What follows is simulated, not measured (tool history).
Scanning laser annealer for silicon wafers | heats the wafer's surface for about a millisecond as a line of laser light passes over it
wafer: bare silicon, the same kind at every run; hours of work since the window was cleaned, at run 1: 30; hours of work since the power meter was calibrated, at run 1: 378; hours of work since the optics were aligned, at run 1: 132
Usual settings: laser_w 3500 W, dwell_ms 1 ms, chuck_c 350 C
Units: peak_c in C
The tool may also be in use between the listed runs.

run	day	laser_w	dwell_ms	chuck_c	hours of work since the window was cleaned	hours of work since the power meter was calibrated	hours of work since the optics were aligned	peak_c
1	0	3500	1	350	30	378	132	1056
2	0.883	3500	1	350	47	395	149	1052
3	2.392	3500	1	350	75	423	177	1049
4	4.229	3500	1	350	109	457	211	1049
5	5.171	3500	0.71	350	127	475	229	928
6	6.421	3500	0.71	350	150	498	252	921
7	7.792	3500	0.71	350	176	524	278	924
8	8.904	3500	1.22	350	197	545	299	1117
9	9.8	3500	1.22	350	213	562	316	1117
10	11.162	3091	1	350	239	587	341	949
# day 11.454: laser's power meter calibrated
11	12.125	3740	1	350	255	13	357	1083
12	13.071	3615	1	389	272	30	374	1096
13	14.992	3500	1.2	350	308	66	410	1101
14	16.438	3449	0.87	368	335	93	437	983
# day 17.675: laser's power meter calibrated, once more
# day 17.921: window over the wafer cleaned
15	18.308	3449	0.87	368	7	10	469	1010
16	19.512	3475	0.88	367	30	33	491	1017
17	20.833	3598	0.88	367	54	58	516	1041
18	22.304	3598	0.88	367	82	85	543	1039
19	24.079	3695	0.88	334	115	118	577	1022
20	25.729	3139	1	362	146	149	607	975

Some steps in peak_c between neighbouring runs. How much of each would the tool show without its hidden state too (settings, what came in, random variation), and how much is left for the hidden state, with any gauge scatter that isn't in both results?
The hidden state here: light that passes the window, % of a clean one's; laser's true power over the reading, %; width of the line over the set one, %; drift of the gauge itself on peak_c, C.
Run 7 -> 8: dwell_ms 0.71 -> 1.22. peak_c +193 C: hidden state -10, all else +203.
Run 9 -> 10: laser_w 3500 -> 3091, dwell_ms 1.22 -> 1. peak_c -168 C: hidden state +3, all else -171.
Run 14 -> 15: laser's power meter calibrated, once more, window over the wafer cleaned. peak_c +27 C: hidden state +28, all else -1.

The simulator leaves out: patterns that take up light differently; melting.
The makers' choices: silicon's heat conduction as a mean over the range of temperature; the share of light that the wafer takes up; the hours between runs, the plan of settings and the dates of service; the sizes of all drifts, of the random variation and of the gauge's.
